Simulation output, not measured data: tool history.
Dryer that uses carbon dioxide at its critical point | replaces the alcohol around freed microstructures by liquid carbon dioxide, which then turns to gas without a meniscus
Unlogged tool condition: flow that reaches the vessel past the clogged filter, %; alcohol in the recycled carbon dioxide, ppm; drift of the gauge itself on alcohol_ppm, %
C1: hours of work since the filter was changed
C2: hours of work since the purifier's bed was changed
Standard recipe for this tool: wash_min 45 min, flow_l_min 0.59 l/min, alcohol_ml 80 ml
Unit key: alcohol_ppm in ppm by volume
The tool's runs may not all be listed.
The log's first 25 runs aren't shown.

Run 26, day 12.908: usual settings but wash_min 61 min, flow_l_min 0.576 l/min, alcohol_ml 120 ml; C1 104; C2 196. Result: alcohol_ppm 59 ppm by volume.
Run 27, day 13.442: usual settings but wash_min 29 min, flow_l_min 0.952 l/min, alcohol_ml 53 ml; C1 108; C2 200. Result: alcohol_ppm 108 ppm by volume.
Run 28, day 13.854: usual settings but wash_min 29 min, flow_l_min 0.952 l/min, alcohol_ml 53 ml; C1 111; C2 203. Result: alcohol_ppm 98 ppm by volume.
Run 29, day 14.442: usual settings but wash_min 38 min, flow_l_min 0.955 l/min, alcohol_ml 40 ml; C1 116; C2 208. Result: alcohol_ppm 38 ppm by volume.
Run 30, day 14.833: usual settings but wash_min 67 min, flow_l_min 0.365 l/min, alcohol_ml 52 ml; C1 119; C2 211. Result: alcohol_ppm 135 ppm by volume.
Run 31, day 15.304: usual settings but wash_min 60 min, flow_l_min 0.713 l/min, alcohol_ml 71 ml; C1 123; C2 214. Result: alcohol_ppm 35 ppm by volume.
Run 32, day 16: usual settings but wash_min 60 min, flow_l_min 0.431 l/min, alcohol_ml 71 ml; C1 128; C2 220. Result: alcohol_ppm 142 ppm by volume.
Run 33, day 16.675: usual settings but wash_min 65 min, flow_l_min 0.431 l/min, alcohol_ml 36 ml; C1 133; C2 225. Result: alcohol_ppm 70 ppm by volume.
Run 34, day 17.062: usual settings but wash_min 34 min; C1 136; C2 228. Result: alcohol_ppm 429 ppm by volume.
Run 35, day 17.579: usual settings but wash_min 34 min; C1 140; C2 232. Result: alcohol_ppm 451 ppm by volume.
Run 36, day 18.042: usual settings but wash_min 34 min, flow_l_min 0.78 l/min, alcohol_ml 42 ml; C1 144; C2 236. Result: alcohol_ppm 102 ppm by volume.
Run 37, day 18.579: usual settings but wash_min 35 min, flow_l_min 0.379 l/min, alcohol_ml 110 ml; C1 148; C2 240. Result: alcohol_ppm 1964 ppm by volume.
Run 38, day 19.129: usual settings but wash_min 35 min, flow_l_min 0.379 l/min, alcohol_ml 110 ml; C1 152; C2 244. Result: alcohol_ppm 2045 ppm by volume.
Run 39, day 19.479: usual settings but flow_l_min 0.516 l/min; C1 155; C2 247. Result: alcohol_ppm 263 ppm by volume.
Run 40, day 19.829: usual settings but flow_l_min 0.516 l/min; C1 158; C2 249. Result: alcohol_ppm 254 ppm by volume.
Run 41, day 20.267: usual settings but flow_l_min 0.516 l/min; C1 161; C2 253. Result: alcohol_ppm 257 ppm by volume.
Run 42, day 20.983: usual settings but alcohol_ml 48 ml; C1 167; C2 258. Result: alcohol_ppm 102 ppm by volume.
Run 43, day 21.733: usual settings but wash_min 49 min, flow_l_min 0.424 l/min; C1 172; C2 264. Result: alcohol_ppm 386 ppm by volume.
Run 44, day 22.421: usual settings but wash_min 51 min, flow_l_min 0.706 l/min, alcohol_ml 22 ml; C1 178; C2 269. Result: alcohol_ppm 47 ppm by volume.
Run 45, day 22.958: usual settings but wash_min 51 min, flow_l_min 0.706 l/min, alcohol_ml 22 ml; C1 182; C2 274. Result: alcohol_ppm 41 ppm by volume.
Run 46, day 23.558: usual settings but wash_min 30 min, flow_l_min 0.491 l/min, alcohol_ml 36 ml; C1 187; C2 278. Result: alcohol_ppm 574 ppm by volume.
Run 47, day 24.046: usual settings but wash_min 30 min, flow_l_min 0.491 l/min, alcohol_ml 78 ml; C1 190; C2 282. Result: alcohol_ppm 1196 ppm by volume.
Run 48, day 24.621: usual settings but wash_min 30 min, flow_l_min 0.491 l/min, alcohol_ml 78 ml; C1 195; C2 286. Result: alcohol_ppm 1163 ppm by volume.

Here are 3 independent what-if runs from the current tool condition. What would each one return?
Run A, day 24.967: usual settings but wash_min 30 min, flow_l_min 0.38 l/min, alcohol_ml 109 ml; C1 197; C2 289. Result: alcohol_ppm ?.
Run B, day 24.967: usual settings but alcohol_ml 29 ml; C1 197; C2 289. Result: alcohol_ppm ?.
Run C, day 24.967: usual settings but wash_min 52 min; C1 197; C2 289. Result: alcohol_ppm ?.

run  alcohol_ppm
  A         2965
  B           91
  C          105
With no hidden state in the tool, these same runs would have given:
run  alcohol_ppm
  A         2519
  B           43
  C           49

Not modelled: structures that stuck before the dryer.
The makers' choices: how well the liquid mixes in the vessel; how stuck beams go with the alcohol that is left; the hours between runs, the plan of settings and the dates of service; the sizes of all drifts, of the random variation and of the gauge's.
